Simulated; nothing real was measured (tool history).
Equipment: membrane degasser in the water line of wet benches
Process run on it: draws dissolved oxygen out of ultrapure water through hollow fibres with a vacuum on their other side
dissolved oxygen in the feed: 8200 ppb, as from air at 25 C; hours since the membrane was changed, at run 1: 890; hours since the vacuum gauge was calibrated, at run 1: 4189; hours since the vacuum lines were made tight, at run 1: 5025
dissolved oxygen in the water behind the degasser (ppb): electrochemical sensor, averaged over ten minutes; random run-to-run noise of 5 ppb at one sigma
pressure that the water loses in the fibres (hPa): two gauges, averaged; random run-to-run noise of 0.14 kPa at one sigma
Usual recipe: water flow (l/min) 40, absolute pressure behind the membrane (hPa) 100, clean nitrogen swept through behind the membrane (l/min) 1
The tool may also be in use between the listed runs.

run,day,water flow (l/min),absolute pressure behind the membrane (hPa),clean nitrogen swept through behind the membrane (l/min),hours since the membrane was changed,hours since the vacuum gauge was calibrated,hours since the vacuum lines were made tight,dissolved oxygen in the water behind the degasser (ppb),pressure that the water loses in the fibres (hPa)
1,0,40,100,1,890,4189,5025,663.2,288.3
2,6.421,40,100,1,1044,4343,5179,663.7,285.1
3,13.908,40,100,1,1224,4522,5358,676.1,284.8
4,19.15,40,115,1,1350,4648,5484,771,281.7
5,26.317,40,100,1,1522,4820,5656,672.6,283.4
6,29.962,40,100,1,1609,4908,5744,666.6,282.5
7,35.075,28,100,1,1732,5030,5866,424.5,198
8,41.279,28,70,1,1881,5179,6015,258.8,195.3
9,48.812,34,100,1,2062,5360,6196,536.5,235.9
10,57.467,34,100,1,2269,5568,6404,543.6,237.4
11,63.508,33,100,1,2414,5713,6549,525.8,231
12,69.058,40,100,1.34,2548,5846,6682,568.2,278.5
# day 71.071: gauge calibrated
13,77.108,40,100,1.34,2741,6039,6875,572.2,284.5
14,83.554,40,100,1.34,2895,6194,7030,567.8,284.8
# day 87.129: seals of the vacuum lines changed
15,91.129,40,100,1.34,3075,6374,96,565.4,283.2
16,95.158,40,100,1.34,3172,6470,193,560,284.3
17,103.762,40,123,0.63,3378,6677,399,1089.5,281.5
18,110.129,58,123,2.48,3531,6830,552,897.7,406.4
19,116.542,40,100,1.52,3685,6984,706,528.2,279.7
20,122.038,48,92,1,3817,7115,838,790.1,338
21,125.708,40,220,0.76,3905,7204,926,1678.4,281.5
22,132.571,44,191,1.83,4070,7368,1091,953.1,307.7
23,136.883,40,131,1,4173,7472,1194,884.7,279
24,143.158,40,131,1,4324,7622,1345,895.3,277.8
25,149.396,40,131,1.35,4474,7772,1494,739.3,279.3
26,153.192,40,186,1.95,4565,7863,1585,800.2,277.2
# day 159.667: vacuum gauge calibrated
27,160.562,44,186,1.95,4741,22,1762,913.8,302.9
28,164.417,49,100,1,4834,114,1854,878.7,339.2
29,170.275,36,94,1.1,4974,255,1995,511.7,246.9
30,177.533,36,94,1.1,5148,429,2169,516.8,244.3
31,184.033,36,94,1.1,5304,585,2325,503.3,247

5 options for the next run, each taken on its own from the tool as it stands now. Forecast them:
A,192.733,36,94,0.5,5513,794,2534,?,?
B,192.733,40,76,1,5513,794,2534,?,?
C,192.733,60,152,1.1,5513,794,2534,?,?
D,192.733,24,126,2.89,5513,794,2534,?,?
E,192.733,40,80,2.81,5513,794,2534,?,?

run,dissolved oxygen in the water behind the degasser (ppb),pressure that the water loses in the fibres (hPa)
A,819.9,246.6
B,494.6,273.4
C,1520.1,409.5
D,199.9,161.8
E,320,272.9
What these runs would have given with no unlogged condition in the tool:
run,dissolved oxygen in the water behind the degasser (ppb),pressure that the water loses in the fibres (hPa)
A,819.1,258.4
B,493.7,286.5
C,1518.6,429.2
D,199.7,169.7
E,319.2,286
